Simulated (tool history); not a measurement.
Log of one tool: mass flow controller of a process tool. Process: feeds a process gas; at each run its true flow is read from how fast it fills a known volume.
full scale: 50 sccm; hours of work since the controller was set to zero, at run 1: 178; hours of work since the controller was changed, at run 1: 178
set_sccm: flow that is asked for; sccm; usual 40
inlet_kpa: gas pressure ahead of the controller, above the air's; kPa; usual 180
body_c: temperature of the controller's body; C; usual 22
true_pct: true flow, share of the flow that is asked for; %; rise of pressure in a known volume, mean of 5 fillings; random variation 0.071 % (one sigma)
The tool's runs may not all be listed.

run      day  set_sccm  inlet_kpa  body_c  hours of work since the controller was set to zero  hours of work since the controller was changed  true_pct
  1    0.000        40        180      22                                                 178                                             178     99.68
  2   10.192        40        180      22                                                 282                                             282     99.76
  3   21.554        40        180      26                                                 398                                             398     99.60
  4   31.100        40        180      26                                                 496                                             496     99.47
  5   49.862        40        180      26                                                 687                                             687     99.39
  6   59.317        40        180      26                                                 784                                             784     99.33
  7   79.383        40        180      26                                                 989                                             989     99.38
  8   94.467        40        180      26                                                1143                                            1143     99.32
  9  108.908        40        180      30                                                1291                                            1291     99.07
 10  127.221        40        180      30                                                1478                                            1478     98.93
 11  145.533        40        180      30                                                1665                                            1665     99.05
 12  161.758        40        180      30                                                1831                                            1831     98.92
 13  174.450        40        254      23                                                1961                                            1961     99.56
 14  190.158        40        254      33                                                2121                                            2121     98.88
 15  211.646        35        180      21                                                2341                                            2341     99.10
 16  229.429        35        180      21                                                2522                                            2522     99.09
 17  245.804        35        180      21                                                2690                                            2690     98.98
 18  262.021         6        144      37                                                2855                                            2855    101.19
 19  282.188        45        158      32                                                3061                                            3061     98.25
 20  301.129        40        268      28                                                3255                                            3255     98.77
 21  319.946        40        268      28                                                3447                                            3447     98.74

5 ways to go on from here, each from the tool as it stands after run 21. What would each give?
  A  330.658        22        166      21                                                3557                                            3557         ?
  B  330.658        13        269      28                                                3557                                            3557         ?
  C  330.658        40        184      25                                                3557                                            3557         ?
  D  330.658        34        142      34                                                3557                                            3557         ?
  E  330.658        40        183      25                                                3557                                            3557         ?

run  true_pct
  A     98.90
  B     99.76
  C     98.43
  D     97.92
  E     98.59
Without the tool's hidden state the same runs would have given:
run  true_pct
  A     99.26
  B     98.99
  C     99.52
  D     98.85
  E     99.68

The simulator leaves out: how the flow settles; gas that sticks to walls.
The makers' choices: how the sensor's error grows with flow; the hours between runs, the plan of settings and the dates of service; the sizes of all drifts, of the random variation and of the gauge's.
